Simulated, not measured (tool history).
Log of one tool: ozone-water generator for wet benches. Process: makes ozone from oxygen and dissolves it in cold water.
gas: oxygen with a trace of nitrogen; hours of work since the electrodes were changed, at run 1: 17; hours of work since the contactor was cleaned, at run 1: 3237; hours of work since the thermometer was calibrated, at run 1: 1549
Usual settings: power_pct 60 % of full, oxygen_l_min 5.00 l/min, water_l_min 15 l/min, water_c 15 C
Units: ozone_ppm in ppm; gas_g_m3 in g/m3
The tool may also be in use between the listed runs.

run	hour	power_pct	oxygen_l_min	water_l_min	water_c	hours of work since the electrodes were changed	hours of work since the contactor was cleaned	hours of work since the thermometer was calibrated	ozone_ppm	gas_g_m3
1	0.0	60	5.00	15	15	17	3237	1549	23.9	173.6
2	39.2	60	5.00	15	15	46	3265	1577	23.8	174.3
3	78.5	60	7.60	15	15	74	3294	1605	25.0	152.2
4	97.4	60	7.60	15	15	88	3308	1619	25.1	151.9
5	132.3	60	7.60	15	15	113	3333	1644	25.4	150.6
6	151.3	60	7.60	15	15	127	3347	1658	25.3	151.7
7	178.6	60	7.60	15	15	147	3366	1678	25.4	152.4
8	216.7	60	7.60	15	15	174	3394	1706	25.1	151.8
9	253.7	60	7.60	15	15	201	3421	1732	25.4	153.4
10	293.6	60	3.22	15	16	230	3450	1761	21.2	199.3
11	315.2	60	3.22	15	16	246	3465	1777	21.0	200.2
12	341.0	71	8.52	15	12	264	3484	1796	29.8	161.1
13	374.3	71	8.52	15	12	288	3508	1820	29.8	160.1

Hidden state or all else? Some run-to-run changes of ozone_ppm, split into what the settings, what came in and random variation would give without the hidden state, and what is left for the hidden state (with any gauge scatter that isn't in both results):
The hidden state here: yield of the discharge, % of new electrodes'; contactor's efficiency, % of a clean one's; true water temperature over the reading, C; drift of the gauge itself on ozone_ppm, %; drift of the gauge itself on gas_g_m3, %.
Run 11 -> 12: power_pct 60 -> 71, oxygen_l_min 3.22 -> 8.52, water_c 16 -> 12. ozone_ppm +8.8 ppm: hidden state -0.6, all else +9.4.
